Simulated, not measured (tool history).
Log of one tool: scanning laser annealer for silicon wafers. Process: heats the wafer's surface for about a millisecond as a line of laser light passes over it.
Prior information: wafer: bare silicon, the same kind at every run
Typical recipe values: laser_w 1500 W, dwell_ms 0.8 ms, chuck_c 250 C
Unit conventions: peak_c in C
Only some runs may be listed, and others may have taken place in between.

Run 1, hour 0: usual settings. Result: peak_c 968 C.
Run 2, hour 4.1: usual settings but chuck_c 265 C. Result: peak_c 981 C.
Run 3, hour 12.7: usual settings but laser_w 1321 W. Result: peak_c 878 C.
Run 4, hour 18.1: usual settings but laser_w 1321 W. Result: peak_c 881 C.
Run 5, hour 27.1: usual settings but laser_w 1321 W. Result: peak_c 874 C.
Run 6, hour 32.9: usual settings but dwell_ms 0.939 ms. Result: peak_c 1024 C.
Run 7, hour 39.4: usual settings but dwell_ms 0.939 ms, chuck_c 241 C. Result: peak_c 1018 C.
Run 8, hour 45.3: usual settings but dwell_ms 0.939 ms, chuck_c 241 C. Result: peak_c 1014 C.
Run 9, hour 54.5: usual settings but chuck_c 229 C. Result: peak_c 946 C.
Run 10, hour 60.3: usual settings but chuck_c 229 C. Result: peak_c 947 C.
Run 11, hour 65.2: usual settings but chuck_c 229 C. Result: peak_c 947 C.
Run 12, hour 69.8: usual settings but chuck_c 229 C. Result: peak_c 945 C.
Run 13, hour 79.5: usual settings but chuck_c 229 C. Result: peak_c 945 C.
Run 14, hour 87.7: usual settings but dwell_ms 0.873 ms, chuck_c 229 C. Result: peak_c 977 C.
Run 15, hour 95.8: usual settings but laser_w 1484 W, dwell_ms 0.686 ms, chuck_c 229 C. Result: peak_c 890 C.
Run 16, hour 102.8: usual settings but laser_w 1569 W, dwell_ms 0.886 ms, chuck_c 218 C. Result: peak_c 1006 C.
Run 17, hour 111.6: usual settings but laser_w 1569 W, dwell_ms 0.886 ms, chuck_c 218 C. Result: peak_c 1008 C.
Run 18, hour 119.1: usual settings but chuck_c 214 C. Result: peak_c 931 C.
Run 19, hour 125.7: usual settings but chuck_c 256 C. Result: peak_c 974 C.
Run 20, hour 132.5: usual settings but dwell_ms 0.974 ms. Result: peak_c 1038 C.
Run 21, hour 138.9: usual settings but dwell_ms 0.974 ms. Result: peak_c 1039 C.
Run 22, hour 146.5: usual settings but dwell_ms 0.974 ms. Result: peak_c 1035 C.
Run 23, hour 152.9: usual settings but laser_w 1314 W, dwell_ms 0.861 ms, chuck_c 274 C. Result: peak_c 920 C.
Run 24, hour 161.4: usual settings but laser_w 1611 W, dwell_ms 0.861 ms, chuck_c 239 C. Result: peak_c 1042 C.
Run 25, hour 170: usual settings but laser_w 1611 W, dwell_ms 0.861 ms, chuck_c 216 C. Result: peak_c 1016 C.
Run 26, hour 174.4: usual settings but laser_w 1513 W, dwell_ms 0.861 ms, chuck_c 231 C. Result: peak_c 982 C.
Run 27, hour 183.4: usual settings but laser_w 1513 W, dwell_ms 0.861 ms, chuck_c 231 C. Result: peak_c 979 C.
Run 28, hour 188.6: usual settings but laser_w 1513 W, dwell_ms 0.845 ms, chuck_c 231 C. Result: peak_c 975 C.

Consider 3 possible next runs. They are alternatives, not a sequence: every one starts from the tool as it was left by run 28. What does each give?
Run A, hour 198.3: usual settings but laser_w 1513 W, dwell_ms 0.845 ms, chuck_c 238 C. Result: peak_c ?.
Run B, hour 198.3: usual settings but laser_w 1565 W. Result: peak_c ?.
Run C, hour 198.3: usual settings but laser_w 1460 W, chuck_c 246 C. Result: peak_c ?.

run  peak_c
  A     979
  B    1001
  C     943
Stripped of hidden state, with their random variation kept, the same runs would have yielded:
run  peak_c
  A     979
  B    1002
  C     943
